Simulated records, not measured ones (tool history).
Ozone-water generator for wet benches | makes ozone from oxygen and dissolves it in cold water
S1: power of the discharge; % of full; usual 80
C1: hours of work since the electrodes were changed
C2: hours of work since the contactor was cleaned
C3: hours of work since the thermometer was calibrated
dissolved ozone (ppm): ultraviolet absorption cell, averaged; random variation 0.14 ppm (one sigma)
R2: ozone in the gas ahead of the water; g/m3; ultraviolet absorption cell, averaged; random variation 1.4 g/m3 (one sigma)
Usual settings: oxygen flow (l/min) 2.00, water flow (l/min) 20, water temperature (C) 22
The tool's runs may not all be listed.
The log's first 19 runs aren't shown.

Run 20, hour 756.3: usual settings but S1 44 % of full; C1 2156; C2 6002; C3 4039. Result: dissolved ozone (ppm) 9.1, R2 160.4 g/m3.
Run 21, hour 785.8: usual settings but S1 44 % of full; C1 2178; C2 6024; C3 4061. Result: dissolved ozone (ppm) 9.0, R2 159.7 g/m3.
Run 22, hour 841.3: usual settings but S1 53 % of full, oxygen flow (l/min) 1.35, water flow (l/min) 16, water temperature (C) 26; C1 2220; C2 6066; C3 4103. Result: dissolved ozone (ppm) 11.6, R2 230.4 g/m3.
Run 23, hour 884.8: usual settings but S1 93 % of full, oxygen flow (l/min) 2.80, water flow (l/min) 31, water temperature (C) 21; C1 2252; C2 6099; C3 4136. Result: dissolved ozone (ppm) 11.2, R2 241.7 g/m3.
Run 24, hour 939.5: usual settings but S1 93 % of full, oxygen flow (l/min) 2.80, water flow (l/min) 31, water temperature (C) 21; C1 2293; C2 6140; C3 4177. Result: dissolved ozone (ppm) 11.4, R2 242.6 g/m3.
Run 25, hour 968.9: usual settings but S1 93 % of full, oxygen flow (l/min) 2.80, water flow (l/min) 31, water temperature (C) 21; C1 2315; C2 6162; C3 4199. Result: dissolved ozone (ppm) 11.1, R2 238.3 g/m3.
Run 26, hour 1006.9: usual settings but S1 93 % of full, oxygen flow (l/min) 2.80, water flow (l/min) 31, water temperature (C) 21; C1 2344; C2 6191; C3 4227. Result: dissolved ozone (ppm) 11.3, R2 240.9 g/m3.
Run 27, hour 1040.2: usual settings but S1 93 % of full, oxygen flow (l/min) 1.36, water flow (l/min) 15, water temperature (C) 14; C1 2369; C2 6216; C3 4252. Result: dissolved ozone (ppm) 20.5, R2 355.2 g/m3.
Run 28, hour 1081.6: usual settings but S1 93 % of full, oxygen flow (l/min) 1.36, water flow (l/min) 26, water temperature (C) 24; C1 2400; C2 6247; C3 4284. Result: dissolved ozone (ppm) 10.7, R2 352.9 g/m3.
Run 29, hour 1138.0: usual settings but S1 93 % of full, oxygen flow (l/min) 1.36, water flow (l/min) 26, water temperature (C) 24; C1 2443; C2 6289; C3 4326. Result: dissolved ozone (ppm) 10.8, R2 353.5 g/m3.
Run 30, hour 1164.2: usual settings but S1 79 % of full, oxygen flow (l/min) 1.94, water flow (l/min) 28, water temperature (C) 25; C1 2462; C2 6309; C3 4346. Result: dissolved ozone (ppm) 9.5, R2 254.7 g/m3.
Run 31, hour 1215.6: usual settings but S1 82 % of full, oxygen flow (l/min) 1.94, water flow (l/min) 25, water temperature (C) 15; C1 2501; C2 6347; C3 4384. Result: dissolved ozone (ppm) 11.8, R2 263.6 g/m3.
Run 32, hour 1244.0: usual settings but S1 75 % of full, oxygen flow (l/min) 1.31, water flow (l/min) 25, water temperature (C) 15; C1 2522; C2 6369; C3 4406. Result: dissolved ozone (ppm) 9.9, R2 303.3 g/m3.
Run 33, hour 1271.3: usual settings but oxygen flow (l/min) 1.08, water temperature (C) 30; C1 2543; C2 6389; C3 4426. Result: dissolved ozone (ppm) 11.5, R2 353.2 g/m3.

Forecast each of these 3 alternatives for the next run:
Run A, hour 1301.9: usual settings but water flow (l/min) 32, water temperature (C) 14; C1 2566; C2 6412; C3 4449. Result: dissolved ozone (ppm) ?, R2 ?.
Run B, hour 1301.9: usual settings but oxygen flow (l/min) 1.08, water flow (l/min) 14, water temperature (C) 30; C1 2566; C2 6412; C3 4449. Result: dissolved ozone (ppm) ?, R2 ?.
Run C, hour 1301.9: usual settings but S1 71 % of full, oxygen flow (l/min) 3.59, water flow (l/min) 27, water temperature (C) 30; C1 2566; C2 6412; C3 4449. Result: dissolved ozone (ppm) ?, R2 ?.

run  dissolved ozone (ppm)     R2
  A                    8.9  255.9
  B                   16.2  351.9
  C                    9.7  169.4
Without the tool's hidden state the same runs would have given:
run  dissolved ozone (ppm)     R2
  A                   10.3  273.5
  B                   18.4  376.1
  C                   11.2  180.1

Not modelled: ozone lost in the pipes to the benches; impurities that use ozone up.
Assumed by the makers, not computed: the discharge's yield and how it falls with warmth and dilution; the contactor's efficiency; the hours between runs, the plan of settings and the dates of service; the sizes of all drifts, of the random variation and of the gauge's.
